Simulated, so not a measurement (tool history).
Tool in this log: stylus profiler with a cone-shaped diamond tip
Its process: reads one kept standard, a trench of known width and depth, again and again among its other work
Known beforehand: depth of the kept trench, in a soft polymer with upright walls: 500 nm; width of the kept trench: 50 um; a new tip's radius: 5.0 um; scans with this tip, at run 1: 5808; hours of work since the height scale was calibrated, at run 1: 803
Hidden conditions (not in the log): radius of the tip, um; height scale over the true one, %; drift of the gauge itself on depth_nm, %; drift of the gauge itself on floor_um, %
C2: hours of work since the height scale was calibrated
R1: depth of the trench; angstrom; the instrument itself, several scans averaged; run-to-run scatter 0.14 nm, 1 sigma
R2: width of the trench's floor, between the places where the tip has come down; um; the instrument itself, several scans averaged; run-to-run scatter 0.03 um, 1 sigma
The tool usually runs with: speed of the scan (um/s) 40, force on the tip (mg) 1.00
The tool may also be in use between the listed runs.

{"run": 1, "hour": 0.0, "speed of the scan (um/s)": 40, "force on the tip (mg)": 1.0, "scans with this tip": 5808, "C2": 803, "R1": 5043.0, "R2": 44.42}
{"run": 2, "hour": 28.4, "speed of the scan (um/s)": 107, "force on the tip (mg)": 1.0, "scans with this tip": 5931, "C2": 820, "R1": 5041.7, "R2": 44.17}
{"run": 3, "hour": 54.2, "speed of the scan (um/s)": 107, "force on the tip (mg)": 1.0, "scans with this tip": 6044, "C2": 836, "R1": 5041.5, "R2": 44.08}
{"run": 4, "hour": 89.9, "speed of the scan (um/s)": 107, "force on the tip (mg)": 1.0, "scans with this tip": 6200, "C2": 857, "R1": 5043.7, "R2": 44.07}
{"run": 5, "hour": 123.0, "speed of the scan (um/s)": 107, "force on the tip (mg)": 1.0, "scans with this tip": 6344, "C2": 877, "R1": 5045.4, "R2": 44.0}
{"run": 6, "hour": 153.3, "speed of the scan (um/s)": 40, "force on the tip (mg)": 1.0, "scans with this tip": 6476, "C2": 895, "R1": 5044.6, "R2": 44.36}
{"run": 7, "hour": 182.5, "speed of the scan (um/s)": 40, "force on the tip (mg)": 1.0, "scans with this tip": 6603, "C2": 913, "R1": 5044.0, "R2": 44.35}
{"hour": 185.2, "done": "height scale calibrated on a step standard"}
{"run": 8, "hour": 217.1, "speed of the scan (um/s)": 34, "force on the tip (mg)": 1.0, "scans with this tip": 6752, "C2": 19, "R1": 5055.5, "R2": 44.35}
{"run": 9, "hour": 234.3, "speed of the scan (um/s)": 34, "force on the tip (mg)": 1.0, "scans with this tip": 6827, "C2": 30, "R1": 5053.3, "R2": 44.35}
{"run": 10, "hour": 271.3, "speed of the scan (um/s)": 34, "force on the tip (mg)": 2.44, "scans with this tip": 6988, "C2": 52, "R1": 5076.0, "R2": 44.42}
{"run": 11, "hour": 307.5, "speed of the scan (um/s)": 68, "force on the tip (mg)": 2.86, "scans with this tip": 7146, "C2": 74, "R1": 5081.9, "R2": 44.3}
{"run": 12, "hour": 326.5, "speed of the scan (um/s)": 25, "force on the tip (mg)": 0.83, "scans with this tip": 7229, "C2": 85, "R1": 5054.3, "R2": 44.34}
{"run": 13, "hour": 344.3, "speed of the scan (um/s)": 22, "force on the tip (mg)": 0.46, "scans with this tip": 7307, "C2": 96, "R1": 5048.5, "R2": 44.28}
{"run": 14, "hour": 372.6, "speed of the scan (um/s)": 127, "force on the tip (mg)": 0.72, "scans with this tip": 7430, "C2": 113, "R1": 5053.8, "R2": 43.72}
{"hour": 383.9, "done": "height scale calibrated on a step standard, once more"}
{"run": 15, "hour": 389.6, "speed of the scan (um/s)": 69, "force on the tip (mg)": 0.51, "scans with this tip": 7502, "C2": 3, "R1": 5019.3, "R2": 43.95}
{"run": 16, "hour": 423.2, "speed of the scan (um/s)": 69, "force on the tip (mg)": 0.51, "scans with this tip": 7648, "C2": 24, "R1": 5016.4, "R2": 43.9}
{"run": 17, "hour": 457.2, "speed of the scan (um/s)": 10, "force on the tip (mg)": 0.53, "scans with this tip": 7796, "C2": 44, "R1": 5018.6, "R2": 44.33}
{"run": 18, "hour": 483.7, "speed of the scan (um/s)": 10, "force on the tip (mg)": 0.53, "scans with this tip": 7912, "C2": 60, "R1": 5022.5, "R2": 44.27}
{"run": 19, "hour": 520.6, "speed of the scan (um/s)": 49, "force on the tip (mg)": 0.42, "scans with this tip": 8073, "C2": 82, "R1": 5018.0, "R2": 44.02}

5 options for the next run, each taken on its own from the tool as it stands now. Forecast them:
{"run": "A", "hour": 542.4, "speed of the scan (um/s)": 23, "force on the tip (mg)": 2.08, "scans with this tip": 8168, "C2": 95, "R1": "?", "R2": "?"}
{"run": "B", "hour": 542.4, "speed of the scan (um/s)": 68, "force on the tip (mg)": 0.65, "scans with this tip": 8168, "C2": 95, "R1": "?", "R2": "?"}
{"run": "C", "hour": 542.4, "speed of the scan (um/s)": 24, "force on the tip (mg)": 1.28, "scans with this tip": 8168, "C2": 95, "R1": "?", "R2": "?"}
{"run": "D", "hour": 542.4, "speed of the scan (um/s)": 54, "force on the tip (mg)": 1.6, "scans with this tip": 8168, "C2": 95, "R1": "?", "R2": "?"}
{"run": "E", "hour": 542.4, "speed of the scan (um/s)": 117, "force on the tip (mg)": 1.39, "scans with this tip": 8168, "C2": 95, "R1": "?", "R2": "?"}

run=A R1=5044.2 R2=44.22
run=B R1=5022.7 R2=43.94
run=C R1=5033.7 R2=44.18
run=D R1=5040.6 R2=44.08
run=E R1=5033.9 R2=43.82
The same runs, with their run-to-run variation unchanged, on a tool lacking any hidden condition would have given:
run=A R1=5040.4 R2=45.52
run=B R1=5018.9 R2=45.24
run=C R1=5029.9 R2=45.48
run=D R1=5036.7 R2=45.38
run=E R1=5030.1 R2=45.12

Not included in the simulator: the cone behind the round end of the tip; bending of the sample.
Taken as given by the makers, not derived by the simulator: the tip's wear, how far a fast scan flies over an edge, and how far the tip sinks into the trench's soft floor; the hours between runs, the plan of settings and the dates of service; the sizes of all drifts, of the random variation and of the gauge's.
